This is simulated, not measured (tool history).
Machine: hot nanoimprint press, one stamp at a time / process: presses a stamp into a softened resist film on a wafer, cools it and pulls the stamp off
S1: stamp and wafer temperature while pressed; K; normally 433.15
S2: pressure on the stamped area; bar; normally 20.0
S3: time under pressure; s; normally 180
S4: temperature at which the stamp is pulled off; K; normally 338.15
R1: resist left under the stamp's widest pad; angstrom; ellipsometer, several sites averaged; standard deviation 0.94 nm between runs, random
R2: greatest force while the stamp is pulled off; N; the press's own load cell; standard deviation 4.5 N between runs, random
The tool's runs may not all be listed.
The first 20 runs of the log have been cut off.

run	hour	S1	S2	S3	S4	R1	R2
21	171.1	427.15	20.0	180	335.15	2132	234
22	182.0	444.15	20.0	180	338.15	840	226
23	192.3	444.15	20.0	180	338.15	847	227
24	199.2	444.15	20.0	180	338.15	849	229
25	207.6	437.15	13.2	180	338.15	1534	231
26	217.4	428.15	23.1	180	338.15	1866	225
27	228.4	439.15	18.3	156	335.15	1220	244
28	234.1	439.15	18.3	156	335.15	1221	242
29	240.4	439.15	18.3	156	335.15	1214	238
30	248.1	439.15	20.1	228	335.15	996	242

3 options for the next run, each taken on its own from the tool as it stands now. Forecast them:
A	255.3	439.15	20.1	157	335.15	?	?
B	255.3	422.15	20.1	228	335.15	?	?
C	255.3	426.15	26.9	203	335.15	?	?

run	R1	R2
A	1167	248
B	2600	244
C	1882	245
Take away the tool's hidden state, keep each run's random variation, and the runs would have read:
run	R1	R2
A	1139	232
B	2554	228
C	1831	229
